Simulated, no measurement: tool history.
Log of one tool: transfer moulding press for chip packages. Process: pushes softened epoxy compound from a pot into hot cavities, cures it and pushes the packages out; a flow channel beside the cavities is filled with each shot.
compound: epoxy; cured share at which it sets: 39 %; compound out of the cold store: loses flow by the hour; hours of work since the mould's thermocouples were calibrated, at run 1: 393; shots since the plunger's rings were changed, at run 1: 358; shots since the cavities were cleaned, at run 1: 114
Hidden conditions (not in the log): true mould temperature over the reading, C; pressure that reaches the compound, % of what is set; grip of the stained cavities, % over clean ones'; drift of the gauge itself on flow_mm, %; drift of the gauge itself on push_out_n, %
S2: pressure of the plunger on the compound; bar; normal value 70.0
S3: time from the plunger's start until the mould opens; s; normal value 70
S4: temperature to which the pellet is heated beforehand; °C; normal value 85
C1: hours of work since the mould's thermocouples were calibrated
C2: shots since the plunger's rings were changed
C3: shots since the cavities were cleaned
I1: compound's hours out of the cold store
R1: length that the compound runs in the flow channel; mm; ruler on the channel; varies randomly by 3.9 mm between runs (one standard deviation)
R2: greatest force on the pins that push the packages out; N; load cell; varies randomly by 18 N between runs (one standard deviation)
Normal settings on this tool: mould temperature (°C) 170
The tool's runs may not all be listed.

{"run": 1, "hour": 0.0, "mould temperature (°C)": 170, "S2": 70.0, "S3": 70, "S4": 85, "C1": 393, "C2": 358, "C3": 114, "I1": 24.5, "R1": 560, "R2": 1052}
{"run": 2, "hour": 35.3, "mould temperature (°C)": 170, "S2": 70.0, "S3": 70, "S4": 85, "C1": 407, "C2": 669, "C3": 425, "I1": 44.2, "R1": 532, "R2": 1236}
{"run": 3, "hour": 52.9, "mould temperature (°C)": 170, "S2": 70.0, "S3": 70, "S4": 85, "C1": 414, "C2": 823, "C3": 579, "I1": 46.1, "R1": 537, "R2": 1351}
{"run": 4, "hour": 70.3, "mould temperature (°C)": 170, "S2": 70.0, "S3": 94, "S4": 85, "C1": 421, "C2": 977, "C3": 733, "I1": 19.9, "R1": 558, "R2": 742}
{"run": 5, "hour": 90.1, "mould temperature (°C)": 170, "S2": 70.0, "S3": 94, "S4": 92, "C1": 429, "C2": 1151, "C3": 907, "I1": 36.3, "R1": 541, "R2": 757}
{"hour": 102.7, "done": "cavities cleaned with cleaning compound and waxed"}
{"run": 6, "hour": 121.7, "mould temperature (°C)": 170, "S2": 70.0, "S3": 94, "S4": 92, "C1": 441, "C2": 1415, "C3": 167, "I1": 28.7, "R1": 552, "R2": 552}
{"run": 7, "hour": 153.4, "mould temperature (°C)": 170, "S2": 70.0, "S3": 94, "S4": 92, "C1": 454, "C2": 1694, "C3": 446, "I1": 9.8, "R1": 562, "R2": 697}
{"run": 8, "hour": 180.5, "mould temperature (°C)": 170, "S2": 70.0, "S3": 70, "S4": 85, "C1": 465, "C2": 1933, "C3": 685, "I1": 26.3, "R1": 543, "R2": 1464}
{"run": 9, "hour": 195.8, "mould temperature (°C)": 170, "S2": 70.0, "S3": 70, "S4": 85, "C1": 471, "C2": 2068, "C3": 820, "I1": 40.4, "R1": 531, "R2": 1459}
{"hour": 217.3, "done": "cavities cleaned with cleaning compound and waxed"}
{"run": 10, "hour": 219.4, "mould temperature (°C)": 170, "S2": 70.0, "S3": 70, "S4": 85, "C1": 480, "C2": 2262, "C3": 19, "I1": 10.8, "R1": 566, "R2": 1043}
{"run": 11, "hour": 241.1, "mould temperature (°C)": 170, "S2": 70.0, "S3": 70, "S4": 85, "C1": 489, "C2": 2453, "C3": 210, "I1": 21.0, "R1": 546, "R2": 1191}
{"run": 12, "hour": 262.9, "mould temperature (°C)": 170, "S2": 70.0, "S3": 90, "S4": 85, "C1": 498, "C2": 2645, "C3": 402, "I1": 47.3, "R1": 519, "R2": 702}
{"run": 13, "hour": 280.7, "mould temperature (°C)": 170, "S2": 70.0, "S3": 90, "S4": 85, "C1": 505, "C2": 2802, "C3": 559, "I1": 17.1, "R1": 553, "R2": 783}
{"run": 14, "hour": 314.5, "mould temperature (°C)": 170, "S2": 68.0, "S3": 70, "S4": 85, "C1": 518, "C2": 3099, "C3": 856, "I1": 32.8, "R1": 525, "R2": 1534}
{"hour": 330.2, "done": "cavities cleaned with cleaning compound and waxed"}
{"run": 15, "hour": 334.5, "mould temperature (°C)": 167, "S2": 70.0, "S3": 91, "S4": 90, "C1": 526, "C2": 3262, "C3": 38, "I1": 41.0, "R1": 524, "R2": 629}
{"run": 16, "hour": 354.2, "mould temperature (°C)": 167, "S2": 86.2, "S3": 99, "S4": 90, "C1": 534, "C2": 3435, "C3": 211, "I1": 32.6, "R1": 603, "R2": 603}
{"hour": 359.2, "done": "mould's thermocouples calibrated"}
{"run": 17, "hour": 381.0, "mould temperature (°C)": 167, "S2": 86.2, "S3": 99, "S4": 90, "C1": 9, "C2": 3653, "C3": 429, "I1": 41.5, "R1": 576, "R2": 694}
{"run": 18, "hour": 409.4, "mould temperature (°C)": 167, "S2": 70.0, "S3": 99, "S4": 83, "C1": 20, "C2": 3903, "C3": 679, "I1": 8.5, "R1": 560, "R2": 834}
{"run": 19, "hour": 439.4, "mould temperature (°C)": 167, "S2": 70.0, "S3": 99, "S4": 83, "C1": 32, "C2": 4167, "C3": 943, "I1": 21.7, "R1": 543, "R2": 867}
{"hour": 445.5, "done": "cavities cleaned with cleaning compound and waxed"}
{"run": 20, "hour": 464.7, "mould temperature (°C)": 167, "S2": 70.0, "S3": 99, "S4": 83, "C1": 42, "C2": 4377, "C3": 169, "I1": 44.9, "R1": 520, "R2": 621}
{"run": 21, "hour": 499.4, "mould temperature (°C)": 170, "S2": 71.9, "S3": 73, "S4": 78, "C1": 56, "C2": 4682, "C3": 474, "I1": 21.8, "R1": 541, "R2": 1286}
{"run": 22, "hour": 527.9, "mould temperature (°C)": 175, "S2": 63.4, "S3": 103, "S4": 88, "C1": 67, "C2": 4933, "C3": 725, "I1": 18.7, "R1": 507, "R2": 638}
{"run": 23, "hour": 552.4, "mould temperature (°C)": 175, "S2": 63.4, "S3": 103, "S4": 88, "C1": 77, "C2": 5148, "C3": 940, "I1": 16.5, "R1": 499, "R2": 649}
{"hour": 560.1, "done": "cavities cleaned with cleaning compound and waxed"}
{"hour": 573.6, "done": "mould's thermocouples calibrated, once more"}
{"run": 24, "hour": 584.5, "mould temperature (°C)": 175, "S2": 63.4, "S3": 103, "S4": 88, "C1": 4, "C2": 5400, "C3": 197, "I1": 39.0, "R1": 479, "R2": 484}

What will run 25 give?
{"run": 25, "hour": 616.4, "mould temperature (°C)": 173, "S2": 63.4, "S3": 103, "S4": 88, "C1": 17, "C2": 5681, "C3": 478, "I1": 16.2, "R1": "?", "R2": "?"}

{"run 25": {"R1": 496, "R2": 582}}
With no hidden state in the tool, this same run would have given R1 536 mm, R2 411 N.
